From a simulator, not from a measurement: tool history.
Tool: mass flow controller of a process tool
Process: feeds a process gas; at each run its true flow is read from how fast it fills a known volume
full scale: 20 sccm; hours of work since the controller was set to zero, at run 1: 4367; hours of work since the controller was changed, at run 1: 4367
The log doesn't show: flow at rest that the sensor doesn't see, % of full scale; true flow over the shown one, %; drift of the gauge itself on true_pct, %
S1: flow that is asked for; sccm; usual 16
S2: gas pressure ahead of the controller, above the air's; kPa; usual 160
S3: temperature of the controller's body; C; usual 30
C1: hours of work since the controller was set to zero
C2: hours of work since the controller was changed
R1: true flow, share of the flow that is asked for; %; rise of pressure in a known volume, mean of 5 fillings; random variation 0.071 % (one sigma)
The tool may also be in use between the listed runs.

Run 1, hour 0.0: usual settings; C1 4367; C2 4367. Result: R1 103.97 %.
Run 2, hour 352.3: usual settings; C1 4489; C2 4489. Result: R1 103.94 %.
Run 3, hour 539.5: usual settings; C1 4554; C2 4554. Result: R1 103.90 %.
Run 4, hour 743.0: usual settings; C1 4624; C2 4624. Result: R1 103.96 %.
Run 5, hour 1100.9: usual settings; C1 4748; C2 4748. Result: R1 104.22 %.
Run 6, hour 1276.7: usual settings but S2 155 kPa; C1 4809; C2 4809. Result: R1 104.14 %.
Run 7, hour 1497.2: usual settings but S2 155 kPa, S3 39 C; C1 4885; C2 4885. Result: R1 104.46 %.
Run 8, hour 1678.4: usual settings but S2 155 kPa, S3 39 C; C1 4948; C2 4948. Result: R1 104.66 %.
Run 9, hour 1947.1: usual settings but S2 155 kPa, S3 39 C; C1 5041; C2 5041. Result: R1 104.64 %.
Run 10, hour 2279.8: usual settings but S2 155 kPa, S3 39 C; C1 5157; C2 5157. Result: R1 104.74 %.
Run 11, hour 2571.5: usual settings but S1 15 sccm; C1 5258; C2 5258. Result: R1 104.64 %.
Run 12, hour 2775.3: usual settings but S1 15 sccm; C1 5328; C2 5328. Result: R1 104.75 %.
At hour 3101.2: controller exchanged for a calibrated one.
Run 13, hour 3130.4: usual settings but S3 21 C; C1 10; C2 10. Result: R1 99.76 %.
Run 14, hour 3405.9: usual settings; C1 106; C2 106. Result: R1 100.12 %.
Run 15, hour 3764.5: usual settings; C1 230; C2 230. Result: R1 100.16 %.
Run 16, hour 4120.9: usual settings but S2 208 kPa, S3 39 C; C1 353; C2 353. Result: R1 100.59 %.
At hour 4157.6: controller's zero set anew.
Run 17, hour 4295.3: usual settings but S2 247 kPa, S3 22 C; C1 48; C2 414. Result: R1 100.40 %.
Run 18, hour 4523.1: usual settings but S2 247 kPa, S3 22 C; C1 127; C2 492. Result: R1 100.34 %.
Run 19, hour 4914.0: usual settings but S1 8 sccm, S2 247 kPa, S3 37 C; C1 262; C2 628. Result: R1 100.96 %.
Run 20, hour 5210.1: usual settings but S1 4 sccm, S2 249 kPa; C1 365; C2 731. Result: R1 101.14 %.
Run 21, hour 5446.0: usual settings but S1 4 sccm, S2 249 kPa; C1 446; C2 812. Result: R1 101.09 %.
Run 22, hour 5824.8: usual settings but S1 4 sccm, S2 249 kPa; C1 578; C2 944. Result: R1 101.27 %.
At hour 6015.0: controller's zero set anew, once more.
Run 23, hour 6069.1: usual settings but S1 4 sccm, S2 249 kPa; C1 19; C2 1028. Result: R1 100.79 %.
Run 24, hour 6276.9: usual settings but S1 3 sccm, S2 224 kPa, S3 25 C; C1 91; C2 1100. Result: R1 100.71 %.
Run 25, hour 6681.5: usual settings but S1 7 sccm, S2 226 kPa; C1 231; C2 1240. Result: R1 100.94 %.
Run 26, hour 7004.8: usual settings but S1 8 sccm, S2 189 kPa, S3 21 C; C1 343; C2 1352. Result: R1 100.69 %.
Run 27, hour 7188.4: usual settings but S1 4 sccm, S2 242 kPa; C1 407; C2 1416. Result: R1 101.19 %.
Run 28, hour 7492.6: usual settings but S1 17 sccm, S2 242 kPa, S3 37 C; C1 512; C2 1521. Result: R1 101.39 %.
Run 29, hour 7680.2: usual settings but S1 17 sccm, S2 242 kPa, S3 37 C; C1 577; C2 1586. Result: R1 101.57 %.

Forecast each of these 4 alternatives for the next run:
Run A, hour 8007.7: usual settings but S3 34 C; C1 690; C2 1700. Result: R1 ?.
Run B, hour 8007.7: usual settings but S1 17 sccm, S2 267 kPa, S3 37 C; C1 690; C2 1700. Result: R1 ?.
Run C, hour 8007.7: usual settings but S1 3 sccm, S2 175 kPa, S3 36 C; C1 690; C2 1700. Result: R1 ?.
Run D, hour 8007.7: usual settings but S2 183 kPa; C1 690; C2 1700. Result: R1 ?.

run      R1
  A  101.43
  B  101.77
  C  101.58
  D  101.38
Without the tool's hidden state the same runs would have given:
run      R1
  A  100.12
  B  100.46
  C   99.90
  D  100.07
